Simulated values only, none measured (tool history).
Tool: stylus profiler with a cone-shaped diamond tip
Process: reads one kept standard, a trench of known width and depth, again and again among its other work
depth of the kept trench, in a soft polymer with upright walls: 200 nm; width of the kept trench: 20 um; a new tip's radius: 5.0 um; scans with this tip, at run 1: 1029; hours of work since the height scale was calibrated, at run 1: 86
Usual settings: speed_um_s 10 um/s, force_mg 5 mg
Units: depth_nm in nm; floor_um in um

| run | hour | speed_um_s | force_mg | scans with this tip | hours of work since the height scale was calibrated | depth_nm | floor_um |
|---|---|---|---|---|---|---|---|
| 1 | 0 | 10 | 5 | 1029 | 86 | 203.05 | 16.98 |
| 2 | 58.1 | 10 | 5 | 1438 | 120 | 203.1 | 16.93 |
| 3 | 103.5 | 10 | 5 | 1758 | 147 | 203.08 | 16.82 |
| 4 | 173.7 | 3 | 5 | 2252 | 188 | 202.9 | 16.82 |
| 5 | 229.4 | 5 | 5 | 2645 | 221 | 202.99 | 16.76 |
| 6 | 282.5 | 5 | 5 | 3019 | 252 | 202.9 | 16.68 |
| 7 | 322.6 | 10 | 5 | 3301 | 276 | 202.89 | 16.61 |
| 8 | 378.3 | 10 | 5 | 3693 | 308 | 202.92 | 16.56 |
| 9 | 417.6 | 10 | 5 | 3970 | 332 | 202.83 | 16.51 |
| 10 | 483 | 10 | 5 | 4431 | 370 | 202.82 | 16.44 |
| 11 | 541.1 | 10 | 1.89 | 4840 | 404 | 201.39 | 16.37 |
| 12 | 581.1 | 12 | 3.14 | 5121 | 428 | 201.89 | 16.33 |
| 13 | 637.8 | 11 | 8.24 | 5521 | 461 | 204.03 | 16.27 |
| 14 | 711.3 | 11 | 8.24 | 6039 | 504 | 203.88 | 16.19 |
| 15 | 755.2 | 11 | 2.47 | 6348 | 530 | 201.53 | 16.16 |
| 16 | 816.3 | 11 | 2.47 | 6778 | 566 | 201.53 | 16.08 |
| 17 | 874.4 | 3 | 2.28 | 7187 | 600 | 201.33 | 16.04 |
| 18 | 919.7 | 3 | 1.79 | 7506 | 627 | 201.03 | 16.04 |
| 19 | 963.9 | 3 | 5.11 | 7817 | 653 | 202.71 | 15.97 |
| 20 | 1039.7 | 4 | 2.24 | 8351 | 697 | 201.21 | 15.84 |
|  | 1060.2 | new tip fitted, height scale calibrated |
| 21 | 1099.1 | 30 | 2.74 | 274 | 23 | 202.03 | 17 |

Forecast each of these 4 alternatives for the next run:
| A | 1132.5 | 4 | 5 | 509 | 43 | ? | ? |
| B | 1132.5 | 4 | 3.29 | 509 | 43 | ? | ? |
| C | 1132.5 | 22 | 4.1 | 509 | 43 | ? | ? |
| D | 1132.5 | 39 | 5 | 509 | 43 | ? | ? |

| run | depth_nm | floor_um |
|---|---|---|
| A | 203.09 | 17.05 |
| B | 202.33 | 17.11 |
| C | 202.74 | 17.03 |
| D | 203.11 | 16.98 |
Without the tool's hidden state the same runs would have given:
| run | depth_nm | floor_um |
|---|---|---|
| A | 203.13 | 17.12 |
| B | 202.37 | 17.18 |
| C | 202.78 | 17.11 |
| D | 203.15 | 17.05 |

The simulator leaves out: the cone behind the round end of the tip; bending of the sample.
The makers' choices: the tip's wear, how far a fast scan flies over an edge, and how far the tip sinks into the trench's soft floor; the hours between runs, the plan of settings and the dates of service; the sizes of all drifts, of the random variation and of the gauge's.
